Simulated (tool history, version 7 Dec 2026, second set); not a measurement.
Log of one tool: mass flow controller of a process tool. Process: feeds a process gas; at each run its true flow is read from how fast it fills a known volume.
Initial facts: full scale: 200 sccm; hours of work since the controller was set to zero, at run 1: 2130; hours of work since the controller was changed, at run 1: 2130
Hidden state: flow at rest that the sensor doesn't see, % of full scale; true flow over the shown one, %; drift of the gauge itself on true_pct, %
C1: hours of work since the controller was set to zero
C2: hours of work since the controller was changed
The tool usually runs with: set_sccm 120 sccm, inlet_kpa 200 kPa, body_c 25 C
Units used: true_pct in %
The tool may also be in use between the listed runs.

Run 1, hour 0: usual settings; C1 2130; C2 2130. Result: true_pct 99.77 %.
Run 2, hour 273: usual settings but inlet_kpa 203 kPa; C1 2323; C2 2323. Result: true_pct 99.64 %.
Run 3, hour 645.8: usual settings; C1 2586; C2 2586. Result: true_pct 99.82 %.
Run 4, hour 851: usual settings; C1 2731; C2 2731. Result: true_pct 99.88 %.
Run 5, hour 1350: usual settings; C1 3084; C2 3084. Result: true_pct 99.86 %.
Run 6, hour 1647.8: usual settings; C1 3295; C2 3295. Result: true_pct 99.72 %.
Run 7, hour 2033.4: usual settings but inlet_kpa 209 kPa; C1 3567; C2 3567. Result: true_pct 99.69 %.
Run 8, hour 2369.5: usual settings; C1 3805; C2 3805. Result: true_pct 99.87 %.
Run 9, hour 2845.9: usual settings; C1 4142; C2 4142. Result: true_pct 99.83 %.
At hour 3091: controller's zero set anew.
Run 10, hour 3167.3: usual settings but inlet_kpa 172 kPa; C1 54; C2 4369. Result: true_pct 102.02 %.
Run 11, hour 3635.9: usual settings but inlet_kpa 172 kPa; C1 385; C2 4700. Result: true_pct 102.13 %.
Run 12, hour 3992: usual settings but inlet_kpa 172 kPa; C1 637; C2 4952. Result: true_pct 102.29 %.
Run 13, hour 4364.4: usual settings but inlet_kpa 172 kPa; C1 900; C2 5215. Result: true_pct 102.03 %.
Run 14, hour 4814.8: usual settings; C1 1219; C2 5533. Result: true_pct 101.94 %.
Run 15, hour 5220.5: usual settings; C1 1506; C2 5820. Result: true_pct 101.97 %.
At hour 5503.6: controller exchanged for a calibrated one.
Run 16, hour 5597.7: usual settings but body_c 26 C; C1 67; C2 67. Result: true_pct 99.7 %.
Run 17, hour 5820.9: usual settings but body_c 26 C; C1 224; C2 224. Result: true_pct 99.72 %.
Run 18, hour 6129.1: usual settings but set_sccm 37 sccm; C1 442; C2 442. Result: true_pct 99.03 %.
Run 19, hour 6581.6: usual settings but set_sccm 37 sccm; C1 762; C2 762. Result: true_pct 98.58 %.
Run 20, hour 6940.6: usual settings but set_sccm 37 sccm; C1 1016; C2 1016. Result: true_pct 98.45 %.
Run 21, hour 7195.1: usual settings but body_c 21 C; C1 1196; C2 1196. Result: true_pct 100.01 %.
Run 22, hour 7688.4: usual settings; C1 1545; C2 1545. Result: true_pct 99.9 %.
Run 23, hour 8173.9: usual settings but inlet_kpa 252 kPa; C1 1888; C2 1888. Result: true_pct 99.42 %.
Run 24, hour 8412.6: usual settings but set_sccm 107 sccm; C1 2057; C2 2057. Result: true_pct 99.7 %.
Run 25, hour 8768.7: usual settings but set_sccm 48 sccm, inlet_kpa 253 kPa, body_c 22 C; C1 2308; C2 2308. Result: true_pct 97.94 %.
Run 26, hour 9200: usual settings but set_sccm 59 sccm, inlet_kpa 205 kPa; C1 2613; C2 2613. Result: true_pct 98.38 %.
Run 27, hour 9503: usual settings but set_sccm 59 sccm, inlet_kpa 205 kPa; C1 2828; C2 2828. Result: true_pct 98.23 %.
Run 28, hour 9871.9: usual settings but set_sccm 59 sccm, inlet_kpa 205 kPa; C1 3088; C2 3088. Result: true_pct 98.14 %.
Run 29, hour 10265.5: usual settings but set_sccm 39 sccm, inlet_kpa 205 kPa; C1 3367; C2 3367. Result: true_pct 96.31 %.
Run 30, hour 10646.2: usual settings but set_sccm 48 sccm, body_c 24 C; C1 3636; C2 3636. Result: true_pct 97.31 %.
Run 31, hour 10981.4: usual settings but body_c 34 C; C1 3873; C2 3873. Result: true_pct 99.19 %.
Run 32, hour 11214.5: usual settings but inlet_kpa 175 kPa, body_c 34 C; C1 4038; C2 4038. Result: true_pct 99.36 %.
Run 33, hour 11562.7: usual settings but inlet_kpa 175 kPa, body_c 34 C; C1 4284; C2 4284. Result: true_pct 99.38 %.
At hour 11629.5: controller's zero set anew.
Run 34, hour 11804.3: usual settings but set_sccm 55 sccm, inlet_kpa 216 kPa, body_c 31 C; C1 124; C2 4454. Result: true_pct 101.25 %.
Run 35, hour 12220.4: usual settings but set_sccm 55 sccm, inlet_kpa 216 kPa, body_c 31 C; C1 418; C2 4748. Result: true_pct 100.97 %.
Run 36, hour 12604.3: usual settings but set_sccm 55 sccm, inlet_kpa 216 kPa, body_c 31 C; C1 689; C2 5020. Result: true_pct 100.83 %.
Run 37, hour 12947.2: usual settings but set_sccm 198 sccm, inlet_kpa 260 kPa, body_c 36 C; C1 932; C2 5262. Result: true_pct 101.15 %.
Run 38, hour 13246.8: usual settings but set_sccm 198 sccm, inlet_kpa 260 kPa, body_c 36 C; C1 1143; C2 5474. Result: true_pct 101.17 %.
Run 39, hour 13538.4: usual settings but set_sccm 53 sccm, inlet_kpa 195 kPa, body_c 38 C; C1 1350; C2 5680. Result: true_pct 100.06 %.
Run 40, hour 13937.3: usual settings but set_sccm 51 sccm, inlet_kpa 198 kPa, body_c 24 C; C1 1632; C2 5962. Result: true_pct 100.8 %.
At hour 14025.3: controller exchanged for a calibrated one.
Run 41, hour 14256.5: usual settings but inlet_kpa 175 kPa, body_c 24 C; C1 163; C2 163. Result: true_pct 99.93 %.

The next listed run, before its measurement:
Run 42, hour 14621.2: usual settings but set_sccm 63 sccm, inlet_kpa 170 kPa, body_c 24 C; C1 421; C2 421. Result: true_pct ?.

Run 42 measured true_pct 99.75 %.
If the tool had no hidden condition, the same run with the same run-to-run variation would have returned true_pct 100.06 %.

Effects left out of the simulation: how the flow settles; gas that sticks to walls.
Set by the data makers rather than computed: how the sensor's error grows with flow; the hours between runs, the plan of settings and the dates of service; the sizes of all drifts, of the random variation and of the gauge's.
